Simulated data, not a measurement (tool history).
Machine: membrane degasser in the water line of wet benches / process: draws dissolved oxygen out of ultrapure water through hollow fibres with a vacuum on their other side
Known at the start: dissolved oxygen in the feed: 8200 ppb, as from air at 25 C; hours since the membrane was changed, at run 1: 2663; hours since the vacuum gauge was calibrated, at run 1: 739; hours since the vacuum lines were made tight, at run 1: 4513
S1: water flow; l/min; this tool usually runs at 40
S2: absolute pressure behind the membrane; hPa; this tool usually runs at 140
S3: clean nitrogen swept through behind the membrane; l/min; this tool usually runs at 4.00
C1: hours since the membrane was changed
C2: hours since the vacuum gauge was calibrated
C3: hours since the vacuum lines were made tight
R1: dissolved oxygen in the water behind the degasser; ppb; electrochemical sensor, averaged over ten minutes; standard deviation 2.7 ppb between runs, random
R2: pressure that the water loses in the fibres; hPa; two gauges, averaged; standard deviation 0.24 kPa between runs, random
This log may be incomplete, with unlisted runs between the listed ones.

run    hour  S1   S2    S3    C1    C2    C3     R1      R2
  1     0.0  40  140  4.00  2663   739  4513  278.2   659.3
  2    35.1  40  140  4.00  2698   774  4548  276.2   659.4
  3    71.9  40  154  4.00  2735   811  4585  313.9   662.5
  4   122.2  40  154  4.00  2785   862  4636  304.5   662.4
  5   184.5  40  154  4.00  2848   924  4698  311.1   663.1
  6   263.7  40  154  4.00  2927  1003  4777  308.8   662.7
  7   331.4  40  154  8.12  2995  1071  4845  176.0   664.5
  8   390.7  38  140  4.00  3054  1130  4904  261.1   629.8
      416.7  -- seals of the vacuum lines changed
  9   430.2  38  140  4.00  3091  1168    14  257.1   628.8
 10   493.3  38  140  4.00  3155  1231    77  260.1   630.9
      500.4  -- vacuum gauge calibrated
 11   530.8  38  140  4.00  3191    30   114  262.8   630.4
 12   579.5  32  140  4.00  3240    79   162  215.7   535.7
 13   619.6  40  119  4.00  3280   119   202  229.6   662.9
 14   678.2  40  119  4.00  3339   178   261  235.0   663.9
 15   745.6  40  140  4.00  3406   245   328  279.7   665.2
      789.6  -- vacuum gauge calibrated, once more
 16   814.0  40  140  4.00  3474    24   396  280.8   667.9
 17   849.4  40  140  4.00  3510    60   432  273.3   666.4
 18   892.5  29  188  7.74  3553   103   475  146.1   485.0
 19   945.6  31  323  4.27  3606   156   528  486.3   517.2
 20   995.5  44  139  7.30  3656   206   578  191.3   735.6
 21  1038.3  39  110  9.31  3698   249   621  103.0   652.6
 22  1073.2  39  110  9.31  3733   284   656  103.4   653.6
 23  1114.3  63  110  3.47  3774   325   697  445.8  1054.9
 24  1191.8  63  110  3.47  3852   402   774  432.9  1053.0
 25  1235.3  63  110  3.47  3895   446   818  435.3  1055.1
 26  1267.7  39  108  6.02  3928   478   850  143.6   651.3
 27  1306.6  47  201  4.82  3967   517   889  417.5   790.0
 28  1347.1  39  140  4.00  4007   557   929  263.0   655.8
 29  1414.2  46  301  4.00  4074   625   997  710.6   771.6
 30  1458.3  46  327  4.34  4118   669  1041  711.6   774.9
 31  1535.9  46  193  2.53  4196   746  1118  671.3   774.7
 32  1586.8  46  193  2.53  4247   797  1169  657.7   773.6
 33  1628.1  46  193  2.53  4288   838  1210  660.7   778.0

Alternative continuations, all from the tool just after run 33; predict every row:
  A  1695.6  46  193   5.79  4356  906  1278   ?   ?
  B  1695.6  61   96  10.10  4356  906  1278   ?   ?
  C  1695.6  27  101   2.53  4356  906  1278   ?   ?

run     R1      R2
  A  338.7   772.5
  B  212.8  1030.8
  C  174.9   454.3
With the hidden condition removed and each run's random variation left untouched, the same runs would have given:
run     R1     R2
  A  326.5  736.1
  B  188.8  982.4
  C  170.6  433.1
